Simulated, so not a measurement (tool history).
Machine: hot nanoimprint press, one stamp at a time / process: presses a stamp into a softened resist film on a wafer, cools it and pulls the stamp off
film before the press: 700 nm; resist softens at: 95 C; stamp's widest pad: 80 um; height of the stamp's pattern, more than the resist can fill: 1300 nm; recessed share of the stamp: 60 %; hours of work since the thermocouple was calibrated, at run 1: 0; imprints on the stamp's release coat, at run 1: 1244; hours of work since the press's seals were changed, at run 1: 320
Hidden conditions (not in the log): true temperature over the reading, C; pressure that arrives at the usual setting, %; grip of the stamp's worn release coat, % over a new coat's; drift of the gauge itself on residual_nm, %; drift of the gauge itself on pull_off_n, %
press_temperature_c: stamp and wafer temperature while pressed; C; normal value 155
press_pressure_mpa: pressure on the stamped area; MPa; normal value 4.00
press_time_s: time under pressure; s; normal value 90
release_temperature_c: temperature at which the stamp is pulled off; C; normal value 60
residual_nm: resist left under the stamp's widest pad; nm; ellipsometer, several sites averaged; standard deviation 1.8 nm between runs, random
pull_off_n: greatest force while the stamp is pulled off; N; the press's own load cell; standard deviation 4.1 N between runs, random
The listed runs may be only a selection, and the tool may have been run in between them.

run     day  press_temperature_c  press_pressure_mpa  press_time_s  release_temperature_c  hours of work since the thermocouple was calibrated  imprints on the stamp's release coat  hours of work since the press's seals were changed  residual_nm  pull_off_n
  1   0.000                  155                4.00            90                     60                                                    0                                  1244                                                 320        299.6         265
  2   0.712                  155                4.00            90                     54                                                   10                                  1279                                                 330        301.3         309
  3   1.588                  155                4.00            90                     54                                                   22                                  1321                                                 343        298.2         302
  4   2.479                  155                4.00            90                     54                                                   35                                  1364                                                 355        298.6         314
  5   3.000                  155                4.00            90                     60                                                   42                                  1389                                                 362        298.1         270
  6   3.821                  155                4.00            90                     60                                                   54                                  1429                                                 374        299.7         279
  7   4.529                  155                4.00            90                     60                                                   64                                  1463                                                 384        303.8         279
  8   5.362                  155                4.00            90                     60                                                   76                                  1503                                                 396        301.4         279
  9   6.129                  155                4.00            90                     60                                                   87                                  1540                                                 407        304.3         277
 10   7.125                  159                4.00            58                     62                                                  101                                  1588                                                 421        300.0         278
 11   7.892                  155                4.00            90                     68                                                  112                                  1626                                                 432        300.9         230
 12   8.642                  155                2.94            90                     67                                                  122                                  1662                                                 442        353.8         233
      9.829  -- stamp cleaned and given a new release coat
 13   9.967                  146                2.94           154                     67                                                  137                                     7                                                 457        423.2         175
 14  10.988                  156                2.94           124                     67                                                  152                                    56                                                 472        309.1         175
 15  11.796                  156                4.96            57                     67                                                  163                                    95                                                 483        309.2         175
 16  12.575                  155                3.31           143                     60                                                  174                                   133                                                 494        289.5         212
 17  13.617                  155                3.00            55                     60                                                  189                                   183                                                 509        407.5         208

Below, some changes in residual_nm between adjacent runs. For each, the amount present without the hidden state too (settings, incoming material, random variation) and the amount remaining for the hidden state with gauge scatter not shared by both compared results:
Run 14 -> 15: press_pressure_mpa 2.94 -> 4.96, press_time_s 124 -> 57. residual_nm +0.1 nm: hidden state +3.0, all else -2.9.
Run 16 -> 17: press_pressure_mpa 3.31 -> 3.00, press_time_s 143 -> 55. residual_nm +118.0 nm: hidden state +2.1, all else +115.9.
